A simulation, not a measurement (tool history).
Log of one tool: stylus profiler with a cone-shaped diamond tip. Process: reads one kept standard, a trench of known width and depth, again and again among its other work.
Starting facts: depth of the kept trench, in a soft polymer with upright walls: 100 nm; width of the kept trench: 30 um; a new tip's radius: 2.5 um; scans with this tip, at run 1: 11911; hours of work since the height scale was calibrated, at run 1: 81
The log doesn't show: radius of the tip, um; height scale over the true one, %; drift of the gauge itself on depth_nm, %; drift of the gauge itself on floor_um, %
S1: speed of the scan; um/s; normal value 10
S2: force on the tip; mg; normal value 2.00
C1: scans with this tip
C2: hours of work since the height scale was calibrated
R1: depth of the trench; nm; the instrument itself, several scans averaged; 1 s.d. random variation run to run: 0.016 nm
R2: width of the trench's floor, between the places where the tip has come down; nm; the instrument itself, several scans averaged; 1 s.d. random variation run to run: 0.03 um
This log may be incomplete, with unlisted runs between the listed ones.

run    hour  S1    S2     C1   C2      R1     R2
  1     0.0  10  2.00  11911   81  100.82  28550
  2    72.8  10  2.00  12111  128  100.85  28580
  3   180.3  10  2.00  12407  196  100.82  28490
  4   280.3  10  2.00  12682  260  100.85  28510
  5   327.9  10  0.75  12812  290  100.43  28490
  6   398.9  10  2.00  13007  336  100.83  28500
  7   469.8  10  2.90  13202  381  101.04  28540
  8   564.0  10  2.90  13461  441  101.10  28530
  9   674.2  35  2.00  13764  511  100.86  28310
 10   725.4  35  2.00  13905  544  100.84  28330
 11   818.6  35  2.00  14161  603  100.85  28390
 12   877.8  33  2.00  14324  641  100.80  28370
 13   962.8  10  0.78  14557  695  100.47  28510
 14  1046.2  10  0.78  14787  749  100.43  28430
 15  1154.5  10  2.00  15084  818  100.84  28550
     1244.6  -- height scale calibrated on a step standard
 16  1261.0   3  2.00  15375   10  100.82  28570
 17  1343.3  10  2.00  15602   63  100.83  28480
 18  1422.3  10  2.00  15819  113  100.86  28530
 19  1489.8  10  0.99  16004  156  100.53  28460
 20  1560.9  10  0.99  16200  202  100.51  28490
 21  1614.1  10  0.99  16346  236  100.56  28500
 22  1697.5  10  0.99  16575  289  100.51  28510
 23  1761.9  10  2.00  16752  330  100.83  28450
 24  1832.0  10  2.00  16945  375  100.84  28510
 25  1915.1  10  2.00  17173  428  100.86  28530
 26  2015.3   3  0.67  17449  491  100.41  28560
 27  2115.2   6  0.67  17723  555  100.39  28520
 28  2198.1   6  0.67  17951  608  100.40  28540
 29  2290.3   6  2.44  18205  667  100.96  28580
 30  2352.0  22  1.74  18374  706  100.76  28500
 31  2434.5  22  1.74  18601  759  100.76  28430
 32  2538.0  22  1.74  18886  825  100.76  28460
 33  2609.7  22  4.93  19083  870  101.53  28450
     2624.1  -- height scale calibrated on a step standard
 34  2677.6  26  0.72  19268   34  100.42  28250
 35  2729.2   4  0.67  19410   67  100.40  28560
 36  2816.6   7  2.40  19650  123  100.91  28490
 37  2908.9   7  2.40  19904  182  100.94  28560
 38  2988.8   3  5.47  20123  233  101.66  28610
 39  3070.6   3  5.47  20348  285  101.64  28540
 40  3127.8   3  5.47  20505  321  101.65  28520
 41  3186.0   3  1.05  20665  358  100.53  28540

For run 42, what comes out?
 42  3268.4   8  0.94  20892  411   ?   ?

Run 42 produced R1 100.48 nm, R2 28500 nm.
Take away the tool's hidden state, keep the run-to-run variation as it was, and the same run would have given R1 100.48 nm, R2 28530 nm.

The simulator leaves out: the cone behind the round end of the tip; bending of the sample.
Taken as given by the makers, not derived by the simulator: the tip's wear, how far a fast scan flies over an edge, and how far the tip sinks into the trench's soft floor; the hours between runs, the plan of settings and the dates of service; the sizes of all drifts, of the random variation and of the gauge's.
